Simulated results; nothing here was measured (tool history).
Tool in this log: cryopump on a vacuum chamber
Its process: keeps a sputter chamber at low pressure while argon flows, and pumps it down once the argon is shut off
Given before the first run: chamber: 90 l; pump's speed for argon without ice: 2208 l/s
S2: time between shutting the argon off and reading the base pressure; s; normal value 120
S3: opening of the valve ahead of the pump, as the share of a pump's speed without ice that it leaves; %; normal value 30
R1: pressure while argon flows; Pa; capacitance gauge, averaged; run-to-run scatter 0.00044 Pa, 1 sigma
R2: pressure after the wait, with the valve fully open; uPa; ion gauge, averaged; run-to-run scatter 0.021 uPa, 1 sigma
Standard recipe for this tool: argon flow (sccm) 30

{"run": 1, "hour": 0.0, "argon flow (sccm)": 30, "S2": 120, "S3": 30, "R1": 0.0773, "R2": 0.7}
{"run": 2, "hour": 30.3, "argon flow (sccm)": 30, "S2": 120, "S3": 30, "R1": 0.0777, "R2": 0.69}
{"run": 3, "hour": 60.6, "argon flow (sccm)": 30, "S2": 120, "S3": 30, "R1": 0.0777, "R2": 0.74}
{"run": 4, "hour": 91.6, "argon flow (sccm)": 30, "S2": 120, "S3": 18, "R1": 0.1292, "R2": 0.77}
{"run": 5, "hour": 112.9, "argon flow (sccm)": 30, "S2": 254, "S3": 18, "R1": 0.1289, "R2": 0.58}
{"run": 6, "hour": 146.0, "argon flow (sccm)": 30, "S2": 254, "S3": 18, "R1": 0.1294, "R2": 0.56}
{"run": 7, "hour": 175.5, "argon flow (sccm)": 30, "S2": 254, "S3": 18, "R1": 0.1292, "R2": 0.59}
{"run": 8, "hour": 204.7, "argon flow (sccm)": 30, "S2": 120, "S3": 30, "R1": 0.0779, "R2": 0.75}
{"run": 9, "hour": 233.3, "argon flow (sccm)": 30, "S2": 120, "S3": 30, "R1": 0.0784, "R2": 0.75}
{"run": 10, "hour": 266.0, "argon flow (sccm)": 30, "S2": 120, "S3": 30, "R1": 0.0788, "R2": 0.8}
{"run": 11, "hour": 285.4, "argon flow (sccm)": 30, "S2": 120, "S3": 30, "R1": 0.0791, "R2": 0.74}
{"run": 12, "hour": 305.7, "argon flow (sccm)": 14, "S2": 120, "S3": 30, "R1": 0.0365, "R2": 0.78}
{"run": 13, "hour": 337.0, "argon flow (sccm)": 14, "S2": 120, "S3": 30, "R1": 0.037, "R2": 0.79}
{"run": 14, "hour": 366.9, "argon flow (sccm)": 14, "S2": 120, "S3": 30, "R1": 0.0362, "R2": 0.83}
{"run": 15, "hour": 400.9, "argon flow (sccm)": 42, "S2": 120, "S3": 30, "R1": 0.1109, "R2": 0.8}
{"run": 16, "hour": 428.4, "argon flow (sccm)": 42, "S2": 120, "S3": 30, "R1": 0.1093, "R2": 0.8}
{"run": 17, "hour": 450.1, "argon flow (sccm)": 30, "S2": 120, "S3": 30, "R1": 0.0788, "R2": 0.84}
{"run": 18, "hour": 482.6, "argon flow (sccm)": 30, "S2": 57, "S3": 30, "R1": 0.0789, "R2": 1.16}
{"run": 19, "hour": 505.8, "argon flow (sccm)": 30, "S2": 57, "S3": 30, "R1": 0.0796, "R2": 1.19}
{"run": 20, "hour": 537.0, "argon flow (sccm)": 30, "S2": 143, "S3": 30, "R1": 0.0796, "R2": 0.81}
{"run": 21, "hour": 554.9, "argon flow (sccm)": 30, "S2": 143, "S3": 30, "R1": 0.0795, "R2": 0.78}
{"run": 22, "hour": 568.8, "argon flow (sccm)": 18, "S2": 120, "S3": 30, "R1": 0.0479, "R2": 0.84}
{"run": 23, "hour": 594.0, "argon flow (sccm)": 54, "S2": 56, "S3": 16, "R1": 0.2636, "R2": 1.23}
{"run": 24, "hour": 619.5, "argon flow (sccm)": 17, "S2": 78, "S3": 47, "R1": 0.0291, "R2": 1.0}
{"run": 25, "hour": 645.5, "argon flow (sccm)": 17, "S2": 78, "S3": 47, "R1": 0.0294, "R2": 1.01}
{"run": 26, "hour": 664.3, "argon flow (sccm)": 12, "S2": 30, "S3": 18, "R1": 0.0523, "R2": 1.81}

Expected results for the next run?
{"run": 27, "hour": 696.1, "argon flow (sccm)": 16, "S2": 27, "S3": 21, "R1": "?", "R2": "?"}

{"run 27": {"R1": 0.0601, "R2": 1.98}}
The same run, on a tool lacking any hidden state, would have yielded R1 0.0583 Pa, R2 1.59 uPa.
